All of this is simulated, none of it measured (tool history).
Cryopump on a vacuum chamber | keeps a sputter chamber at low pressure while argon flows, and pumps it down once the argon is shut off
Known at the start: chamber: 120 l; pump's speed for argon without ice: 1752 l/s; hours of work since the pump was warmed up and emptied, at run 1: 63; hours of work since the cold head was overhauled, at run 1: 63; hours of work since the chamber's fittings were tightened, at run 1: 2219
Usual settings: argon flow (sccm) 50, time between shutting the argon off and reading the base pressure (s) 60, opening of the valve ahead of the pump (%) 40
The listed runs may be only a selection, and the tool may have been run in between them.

run,day,argon flow (sccm),time between shutting the argon off and reading the base pressure (s),opening of the valve ahead of the pump (%),hours of work since the pump was warmed up and emptied,hours of work since the cold head was overhauled,hours of work since the chamber's fittings were tightened,pressure while argon flows (Pa),pressure after the wait (uPa)
1,0,50,60,40,63,63,2219,0.1239,1.98
2,0.296,50,60,40,69,69,2225,0.1226,1.96
3,0.742,50,60,40,78,78,2234,0.1238,2.05
4,1.346,50,60,40,91,91,2246,0.123,2.07
5,1.871,50,60,40,101,101,2257,0.1237,2.1
6,2.188,50,60,40,107,107,2263,0.1247,2.12
7,2.642,50,60,20,117,117,2272,0.2453,2.11
8,3.262,50,60,20,129,129,2285,0.2453,2.11
9,3.646,50,60,40,137,137,2293,0.1243,2.12
10,3.983,50,60,40,144,144,2299,0.1259,2.22
11,4.267,30,60,40,149,149,2305,0.0756,2.19
12,4.546,50,60,40,155,155,2311,0.1249,2.23
13,5.125,22,60,40,167,167,2322,0.0556,2.19
14,5.658,22,60,40,177,177,2333,0.056,2.28
15,6.071,22,60,40,186,186,2342,0.0559,2.24
16,6.717,22,60,40,199,199,2355,0.0558,2.26
17,7.192,22,60,40,208,208,2364,0.0559,2.25
18,7.529,22,60,40,215,215,2371,0.0558,2.32
19,8.179,27,60,28,228,228,2384,0.0975,2.36
20,8.683,27,60,28,239,239,2394,0.0973,2.32
21,9.179,20,217,34,249,249,2404,0.0608,2.03
22,9.696,50,28,21,259,259,2415,0.2375,2.89
23,9.962,40,227,57,264,264,2420,0.0751,2.04
24,10.408,95,131,50,273,273,2429,0.2011,2.17

Expected results for the next run?
25,10.971,30,60,23,285,285,2440,?,?

{"run 25": {"pressure while argon flows (Pa)": 0.1319, "pressure after the wait (uPa)": 2.49}}
Were there no unlogged condition in the tool, this run, its random variation unchanged, would have produced pressure while argon flows (Pa) 0.1259, pressure after the wait (uPa) 0.65.
